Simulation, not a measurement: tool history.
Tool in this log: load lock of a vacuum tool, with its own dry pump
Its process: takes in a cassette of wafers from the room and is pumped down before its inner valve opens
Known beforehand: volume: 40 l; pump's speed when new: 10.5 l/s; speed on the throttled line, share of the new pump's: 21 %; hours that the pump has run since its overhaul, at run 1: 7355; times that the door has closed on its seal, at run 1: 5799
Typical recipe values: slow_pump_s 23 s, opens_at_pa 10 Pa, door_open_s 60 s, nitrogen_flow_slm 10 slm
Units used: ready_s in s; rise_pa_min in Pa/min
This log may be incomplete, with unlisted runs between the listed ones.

run	hour	slow_pump_s	opens_at_pa	door_open_s	nitrogen_flow_slm	hours that the pump has run since its overhaul	times that the door has closed on its seal	incoming humidity of the room's air, %	ready_s	rise_pa_min
1	0.0	23	10	60	10	7355	5799	43.1	57.1	0.065
2	111.8	23	10	60	10	7467	6040	45.2	56.7	0.069
3	241.0	23	10	60	10	7596	6318	45.0	57.8	0.070
4	336.7	23	10	60	10	7692	6524	43.2	57.8	0.068
5	422.6	37	10	60	10	7777	6710	46.4	68.3	0.073
6	526.8	23	10	60	10	7882	6934	47.4	57.0	0.074
7	589.6	23	10	60	10	7944	7069	40.8	56.8	0.069
8	646.4	23	7	191	10	8001	7192	45.9	58.4	0.125
9	737.8	23	7	191	10	8093	7389	46.8	59.1	0.134
10	825.1	23	7	146	10	8180	7577	47.5	59.1	0.118
11	900.0	23	7	146	10	8255	7738	46.6	58.7	0.122
12	973.8	23	20	60	21	8329	7897	42.9	54.4	0.062
13	1041.0	14	10	170	5	8396	8042	43.5	51.5	0.134
14	1172.5	14	10	170	5	8527	8325	49.3	50.5	0.152

Per-run results on a tool with no hidden state, each run keeping its own random variation:
Hidden state at play: pump's speed, % of a new pump's; leak at the door's seal, Pa l/s; drift of the gauge itself on ready_s, %; drift of the gauge itself on rise_pa_min, %.
run	ready_s	rise_pa_min
1	53.6	0.048
2	53.2	0.052
3	54.2	0.051
4	54.2	0.049
5	64.9	0.053
6	53.3	0.054
7	53.1	0.048
8	54.5	0.103
9	55.1	0.111
10	55.0	0.095
11	54.6	0.098
12	50.9	0.038
13	47.2	0.110
14	46.2	0.126

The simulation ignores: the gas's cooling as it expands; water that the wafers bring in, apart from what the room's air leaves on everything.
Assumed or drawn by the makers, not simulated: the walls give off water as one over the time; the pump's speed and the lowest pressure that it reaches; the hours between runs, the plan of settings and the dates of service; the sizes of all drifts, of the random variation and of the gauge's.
